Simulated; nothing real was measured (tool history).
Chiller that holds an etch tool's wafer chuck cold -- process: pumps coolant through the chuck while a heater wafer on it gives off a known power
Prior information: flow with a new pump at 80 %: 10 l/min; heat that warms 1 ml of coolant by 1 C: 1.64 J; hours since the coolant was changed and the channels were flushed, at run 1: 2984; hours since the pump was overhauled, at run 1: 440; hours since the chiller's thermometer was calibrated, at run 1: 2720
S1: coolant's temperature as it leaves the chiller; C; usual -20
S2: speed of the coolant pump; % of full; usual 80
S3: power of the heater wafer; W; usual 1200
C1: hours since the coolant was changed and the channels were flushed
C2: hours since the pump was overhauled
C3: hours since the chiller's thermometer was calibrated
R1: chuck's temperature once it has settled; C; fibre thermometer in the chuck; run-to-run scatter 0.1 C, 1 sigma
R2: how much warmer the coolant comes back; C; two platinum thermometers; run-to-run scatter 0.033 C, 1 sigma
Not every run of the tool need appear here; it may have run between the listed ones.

| run | day | S1 | S2 | S3 | C1 | C2 | C3 | R1 | R2 |
|---|---|---|---|---|---|---|---|---|---|
| 1 | 0.000 | -20 | 80 | 1200 | 2984 | 440 | 2720 | -10.9 | 4.38 |
| 2 | 1.212 | -20 | 80 | 1200 | 3013 | 469 | 2749 | -11.2 | 4.39 |
| 3 | 2.012 | -20 | 80 | 1200 | 3032 | 488 | 2769 | -11.2 | 4.44 |
| 4 | 2.942 | -20 | 80 | 1385 | 3054 | 510 | 2791 | -9.8 | 5.13 |
| 5 | 4.096 | -20 | 80 | 1374 | 3082 | 538 | 2819 | -9.7 | 5.11 |
| 6 | 4.646 | -20 | 80 | 1374 | 3095 | 551 | 2832 | -9.6 | 5.07 |
| 7 | 5.258 | -20 | 80 | 1374 | 3110 | 566 | 2847 | -9.8 | 5.07 |
| 8 | 5.879 | -20 | 80 | 1374 | 3125 | 581 | 2861 | -9.9 | 5.08 |
| 9 | 7.121 | -20 | 80 | 1374 | 3154 | 611 | 2891 | -9.8 | 5.10 |
| 10 | 8.338 | -20 | 80 | 1374 | 3184 | 640 | 2921 | -9.7 | 5.16 |
| 11 | 9.079 | -20 | 80 | 1374 | 3201 | 658 | 2938 | -9.9 | 5.10 |
| 12 | 10.038 | -20 | 80 | 1374 | 3224 | 681 | 2961 | -9.8 | 5.10 |
| 13 | 10.792 | -20 | 80 | 1200 | 3243 | 699 | 2979 | -11.0 | 4.43 |
| 14 | 11.450 | -20 | 80 | 1200 | 3258 | 715 | 2995 | -10.9 | 4.46 |
| 15 | 12.338 | -20 | 80 | 1200 | 3280 | 736 | 3016 | -11.1 | 4.39 |
| 16 | 13.200 | -24 | 80 | 1200 | 3300 | 757 | 3037 | -15.3 | 4.47 |
| 17 | 13.929 | -11 | 73 | 792 | 3318 | 774 | 3055 | -4.7 | 3.18 |
| 18 | 14.667 | -11 | 73 | 792 | 3336 | 792 | 3072 | -4.3 | 3.27 |
| 19 | 15.346 | -12 | 77 | 1337 | 3352 | 808 | 3089 | -1.7 | 5.14 |
|  | 15.679 | coolant pump overhauled |
| 20 | 16.117 | -12 | 77 | 1337 | 3365 | 11 | 3102 | -1.6 | 5.15 |
| 21 | 17.317 | -20 | 70 | 1650 | 3394 | 39 | 3131 | -6.5 | 6.97 |
| 22 | 18.475 | -20 | 70 | 1650 | 3422 | 67 | 3159 | -6.5 | 7.01 |
| 23 | 19.038 | -22 | 93 | 1650 | 3435 | 81 | 3172 | -10.8 | 5.29 |
| 24 | 19.721 | -22 | 93 | 1650 | 3452 | 97 | 3189 | -10.8 | 5.33 |
| 25 | 20.638 | -26 | 92 | 685 | 3474 | 119 | 3211 | -21.2 | 2.21 |
|  | 21.554 | coolant pump overhauled, once more |
| 26 | 21.833 | -13 | 65 | 1200 | 3498 | 7 | 3234 | -2.7 | 5.47 |
| 27 | 22.900 | -13 | 65 | 1200 | 3523 | 32 | 3260 | -2.7 | 5.39 |
| 28 | 24.092 | -13 | 65 | 1200 | 3552 | 61 | 3289 | -2.5 | 5.37 |
| 29 | 24.904 | -13 | 65 | 1200 | 3571 | 80 | 3308 | -2.5 | 5.36 |
| 30 | 25.938 | -13 | 82 | 1200 | 3596 | 105 | 3333 | -4.1 | 4.26 |
| 31 | 26.512 | -12 | 61 | 760 | 3610 | 119 | 3347 | -5.1 | 3.62 |

5 ways to go on from here, each from the tool as it stands after run 31. What would each give?
| A | 27.342 | -20 | 80 | 1430 | 3630 | 139 | 3367 | ? | ? |
| B | 27.342 | -12 | 87 | 873 | 3630 | 139 | 3367 | ? | ? |
| C | 27.342 | -22 | 77 | 1297 | 3630 | 139 | 3367 | ? | ? |
| D | 27.342 | -24 | 80 | 881 | 3630 | 139 | 3367 | ? | ? |
| E | 27.342 | -12 | 61 | 838 | 3630 | 139 | 3367 | ? | ? |

| run | R1 | R2 |
|---|---|---|
| A | -9.4 | 5.26 |
| B | -5.7 | 2.91 |
| C | -11.9 | 4.97 |
| D | -17.3 | 3.21 |
| E | -4.3 | 3.98 |
Without the tool's unlogged condition, the same runs would have read:
| run | R1 | R2 |
|---|---|---|
| A | -10.2 | 5.27 |
| B | -6.3 | 2.92 |
| C | -12.6 | 4.98 |
| D | -17.9 | 3.21 |
| E | -5.0 | 3.98 |

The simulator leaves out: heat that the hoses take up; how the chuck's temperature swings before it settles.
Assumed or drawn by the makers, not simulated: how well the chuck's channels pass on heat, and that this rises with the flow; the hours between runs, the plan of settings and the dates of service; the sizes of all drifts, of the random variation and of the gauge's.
